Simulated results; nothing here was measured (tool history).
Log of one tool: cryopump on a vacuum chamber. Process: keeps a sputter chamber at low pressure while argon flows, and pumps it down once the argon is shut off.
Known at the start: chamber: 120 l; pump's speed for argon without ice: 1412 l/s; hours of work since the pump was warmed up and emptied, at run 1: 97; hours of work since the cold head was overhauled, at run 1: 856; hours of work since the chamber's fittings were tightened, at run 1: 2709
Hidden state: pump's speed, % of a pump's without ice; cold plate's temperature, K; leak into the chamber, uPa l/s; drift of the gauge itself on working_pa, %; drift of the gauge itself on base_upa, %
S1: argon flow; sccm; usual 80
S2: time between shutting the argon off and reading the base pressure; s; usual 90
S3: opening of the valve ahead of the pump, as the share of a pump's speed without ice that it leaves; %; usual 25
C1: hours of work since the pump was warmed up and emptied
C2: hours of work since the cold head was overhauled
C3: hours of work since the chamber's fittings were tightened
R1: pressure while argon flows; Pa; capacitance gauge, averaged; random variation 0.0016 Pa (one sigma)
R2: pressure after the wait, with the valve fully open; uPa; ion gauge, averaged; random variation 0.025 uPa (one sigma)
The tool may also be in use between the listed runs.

run,hour,S1,S2,S3,C1,C2,C3,R1,R2
1,0,80,90,25,97,856,2709,0.3856,1.69
2,17.3,80,90,25,110,870,2722,0.3889,1.7
3,47,80,90,25,132,892,2745,0.3893,1.76
4,69.9,80,90,25,150,910,2762,0.3889,1.76
5,85.2,80,90,25,162,921,2774,0.3873,1.64
6,115.8,80,90,26,185,945,2797,0.3763,1.75
7,135,71,90,25,200,959,2812,0.346,1.73
8,161,124,90,25,219,979,2832,0.607,1.75
9,177.8,124,90,25,232,992,2844,0.611,1.71
10,193.3,124,90,25,244,1004,2856,0.6119,1.79
11,214.2,80,90,25,260,1020,2872,0.3946,1.69
12,231.1,80,125,25,273,1033,2885,0.3931,1.53
13,256.5,80,90,55,292,1052,2905,0.1849,1.74
14,273.4,80,90,55,305,1065,2917,0.1852,1.76
15,299.4,42,35,59,325,1085,2937,0.0919,3
16,320.2,42,35,59,341,1101,2953,0.0917,3
17,333.7,54,160,36,351,1111,2963,0.1882,1.49

Run 18 comes next. What will it give?
18,360.5,54,80,45,371,1131,2984,?,?

R1: 0.1535 Pa
R2: 1.98 uPa
Without the tool's hidden state the same run would have given R1 0.1443 Pa, R2 1.09 uPa.
